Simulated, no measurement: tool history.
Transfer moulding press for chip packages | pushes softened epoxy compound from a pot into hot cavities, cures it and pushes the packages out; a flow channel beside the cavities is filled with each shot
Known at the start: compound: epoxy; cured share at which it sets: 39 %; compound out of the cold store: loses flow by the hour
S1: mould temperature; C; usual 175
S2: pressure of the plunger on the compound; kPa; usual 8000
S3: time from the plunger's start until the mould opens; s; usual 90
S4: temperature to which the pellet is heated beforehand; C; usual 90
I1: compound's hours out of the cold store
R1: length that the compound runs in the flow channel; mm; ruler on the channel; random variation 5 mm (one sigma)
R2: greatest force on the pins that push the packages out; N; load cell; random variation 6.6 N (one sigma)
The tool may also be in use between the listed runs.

| run | hour | S1 | S2 | S3 | S4 | I1 | R1 | R2 |
|---|---|---|---|---|---|---|---|---|
| 1 | 0 | 175 | 8000 | 90 | 90 | 39.4 | 715 | 281 |
| 2 | 28.3 | 175 | 8000 | 90 | 90 | 12.4 | 770 | 407 |
| 3 | 85 | 175 | 8000 | 90 | 90 | 46 | 693 | 572 |
| 4 | 133.4 | 175 | 8000 | 90 | 90 | 12.7 | 761 | 390 |
| 5 | 163.6 | 175 | 8000 | 90 | 90 | 43 | 690 | 449 |
| 6 | 199.6 | 175 | 8000 | 90 | 90 | 44.2 | 686 | 392 |
| 7 | 243.7 | 175 | 8000 | 90 | 90 | 38.5 | 692 | 292 |
| 8 | 282.8 | 179 | 8000 | 90 | 90 | 28.5 | 704 | 393 |
| 9 | 336.6 | 179 | 8000 | 90 | 90 | 9.4 | 745 | 390 |
| 10 | 386.4 | 175 | 8000 | 126 | 90 | 39.8 | 675 | 341 |
| 11 | 410.9 | 175 | 8000 | 126 | 90 | 28.6 | 704 | 401 |
| 12 | 459.6 | 175 | 8000 | 126 | 90 | 31.9 | 694 | 376 |
| 13 | 506.8 | 175 | 8000 | 126 | 90 | 26.8 | 730 | 343 |
| 14 | 562.5 | 169 | 9080 | 82 | 90 | 43.9 | 757 | 590 |
| 15 | 603.1 | 176 | 6160 | 82 | 98 | 25.9 | 643 | 321 |
| 16 | 642 | 179 | 8000 | 90 | 87 | 26.7 | 711 | 399 |
| 17 | 687.3 | 171 | 8940 | 90 | 87 | 9 | 819 | 473 |
| 18 | 739.5 | 171 | 8940 | 90 | 87 | 18.3 | 792 | 452 |
| 19 | 791.6 | 170 | 8940 | 90 | 87 | 15.9 | 805 | 428 |
| 20 | 818.4 | 170 | 8290 | 81 | 90 | 31.7 | 723 | 629 |
| 21 | 844.4 | 167 | 6880 | 121 | 98 | 25.7 | 681 | 301 |
| 22 | 898.2 | 180 | 8000 | 76 | 83 | 42.9 | 673 | 280 |
| 23 | 940.8 | 180 | 8000 | 76 | 83 | 22.7 | 710 | 474 |
| 24 | 975 | 181 | 9080 | 90 | 90 | 15 | 771 | 324 |
| 25 | 1033.6 | 181 | 9080 | 90 | 90 | 42.9 | 736 | 304 |
| 26 | 1071.4 | 170 | 8270 | 129 | 97 | 31.5 | 745 | 404 |

Taken out of this log: 21 entries between the listed runs. Where each belongs, and how the hidden state differs across it:
Between runs 2 and 3: cavities cleaned with cleaning compound and waxed (hour 53.7)
  true mould temperature over the reading, C: 0.04 -> 0.07; pressure that reaches the compound, % of what is set: 98.01 -> 96.96; grip of the stained cavities, % over clean ones': 54.6 -> 121.9
  measured less the result without the state, R1: -8 -> -11 mm; R2: +144 -> +312 N
Between runs 3 and 4: cavities cleaned with cleaning compound and waxed (hour 111.5)
  true mould temperature over the reading, C: 0.07 -> 0.1; pressure that reaches the compound, % of what is set: 96.96 -> 96.14; grip of the stained cavities, % over clean ones': 121.9 -> 46.2
  measured less the result without the state, R1: -11 -> -15 mm; R2: +312 -> +122 N
Between runs 5 and 6: cavities cleaned with cleaning compound and waxed (hour 173.2)
  true mould temperature over the reading, C: 0.12 -> 0.15; pressure that reaches the compound, % of what is set: 95.58 -> 94.97; grip of the stained cavities, % over clean ones': 79.3 -> 48.9
  measured less the result without the state, R1: -16 -> -18 mm; R2: +200 -> +125 N
Between runs 6 and 7: cavities cleaned with cleaning compound and waxed (hour 230.4); cavities cleaned with cleaning compound and waxed, once more (hour 240.4)
  true mould temperature over the reading, C: 0.15 -> 0.17; pressure that reaches the compound, % of what is set: 94.97 -> 94.22; grip of the stained cavities, % over clean ones': 48.9 -> 10.5
  measured less the result without the state, R1: -18 -> -21 mm; R2: +125 -> +26 N
Between runs 8 and 9: cavities cleaned with cleaning compound and waxed (hour 298.6)
  true mould temperature over the reading, C: 0.2 -> 0.23; pressure that reaches the compound, % of what is set: 93.53 -> 92.63; grip of the stained cavities, % over clean ones': 69.1 -> 61.7
  measured less the result without the state, R1: -24 -> -30 mm; R2: +158 -> +146 N
Between runs 9 and 10: cavities cleaned with cleaning compound and waxed (hour 356.8)
  true mould temperature over the reading, C: 0.23 -> 0.26; pressure that reaches the compound, % of what is set: 92.63 -> 91.8; grip of the stained cavities, % over clean ones': 61.7 -> 56.2
  measured less the result without the state, R1: -30 -> -30 mm; R2: +146 -> +123 N
Between runs 11 and 12: cavities cleaned with cleaning compound and waxed (hour 417.5)
  true mould temperature over the reading, C: 0.28 -> 0.31; pressure that reaches the compound, % of what is set: 91.36 -> 90.48; grip of the stained cavities, % over clean ones': 80 -> 68
  measured less the result without the state, R1: -33 -> -36 mm; R2: +176 -> +154 N
Between runs 12 and 13: plunger's sealing rings changed (hour 470.7); cavities cleaned with cleaning compound and waxed (hour 480)
  true mould temperature over the reading, C: 0.31 -> 0.34; pressure that reaches the compound, % of what is set: 90.48 -> 98.9; grip of the stained cavities, % over clean ones': 68 -> 50.6
  measured less the result without the state, R1: -36 -> -5 mm; R2: +154 -> +114 N
Between runs 13 and 14: cavities cleaned with cleaning compound and waxed (hour 539.6)
  true mould temperature over the reading, C: 0.34 -> 0.37; pressure that reaches the compound, % of what is set: 98.9 -> 97.97; grip of the stained cavities, % over clean ones': 50.6 -> 46.2
  measured less the result without the state, R1: -5 -> -8 mm; R2: +114 -> +174 N
Between runs 14 and 15: cavities cleaned with cleaning compound and waxed (hour 597.1)
  true mould temperature over the reading, C: 0.37 -> 0.39; pressure that reaches the compound, % of what is set: 97.97 -> 97.28; grip of the stained cavities, % over clean ones': 46.2 -> 18
  measured less the result without the state, R1: -8 -> -10 mm; R2: +174 -> +45 N
Between runs 16 and 17: cavities cleaned with cleaning compound and waxed (hour 657.9)
  true mould temperature over the reading, C: 0.42 -> 0.45; pressure that reaches the compound, % of what is set: 96.56 -> 95.81; grip of the stained cavities, % over clean ones': 74.3 -> 54
  measured less the result without the state, R1: -14 -> -19 mm; R2: +170 -> +158 N
Between runs 17 and 18: cavities cleaned with cleaning compound and waxed (hour 719.2)
  true mould temperature over the reading, C: 0.45 -> 0.48; pressure that reaches the compound, % of what is set: 95.81 -> 94.95; grip of the stained cavities, % over clean ones': 54 -> 41.8
  measured less the result without the state, R1: -19 -> -22 mm; R2: +158 -> +127 N
Between runs 18 and 19: cavities cleaned with cleaning compound and waxed (hour 776.9)
  true mould temperature over the reading, C: 0.48 -> 0.51; pressure that reaches the compound, % of what is set: 94.95 -> 94.02; grip of the stained cavities, % over clean ones': 41.8 -> 30.5
  measured less the result without the state, R1: -22 -> -27 mm; R2: +127 -> +90 N
Between runs 20 and 21: cavities cleaned with cleaning compound and waxed (hour 834.7)
  true mould temperature over the reading, C: 0.53 -> 0.55; pressure that reaches the compound, % of what is set: 93.49 -> 93.1; grip of the stained cavities, % over clean ones': 65.6 -> 22.7
  measured less the result without the state, R1: -26 -> -27 mm; R2: +234 -> +52 N
Between runs 21 and 22: cavities cleaned with cleaning compound and waxed (hour 893.7)
  true mould temperature over the reading, C: 0.55 -> 0.58; pressure that reaches the compound, % of what is set: 93.1 -> 92.11; grip of the stained cavities, % over clean ones': 22.7 -> 11.6
  measured less the result without the state, R1: -27 -> -29 mm; R2: +52 -> +24 N
Between runs 22 and 23: mould's thermocouples calibrated (hour 904.5)
  true mould temperature over the reading, C: 0.58 -> 0.37; pressure that reaches the compound, % of what is set: 92.11 -> 91.35; grip of the stained cavities, % over clean ones': 11.6 -> 70
  measured less the result without the state, R1: -29 -> -33 mm; R2: +24 -> +191 N
Between runs 23 and 24: cavities cleaned with cleaning compound and waxed (hour 953.5)
  true mould temperature over the reading, C: 0.37 -> 0.39; pressure that reaches the compound, % of what is set: 91.35 -> 90.77; grip of the stained cavities, % over clean ones': 70 -> 40.8
  measured less the result without the state, R1: -33 -> -39 mm; R2: +191 -> +92 N
Between runs 24 and 25: cavities cleaned with cleaning compound and waxed (hour 1014.9); plunger's sealing rings changed (hour 1022.1)
  true mould temperature over the reading, C: 0.39 -> 0.43; pressure that reaches the compound, % of what is set: 90.77 -> 99.64; grip of the stained cavities, % over clean ones': 40.8 -> 35.8
  measured less the result without the state, R1: -39 -> -2 mm; R2: +92 -> +79 N
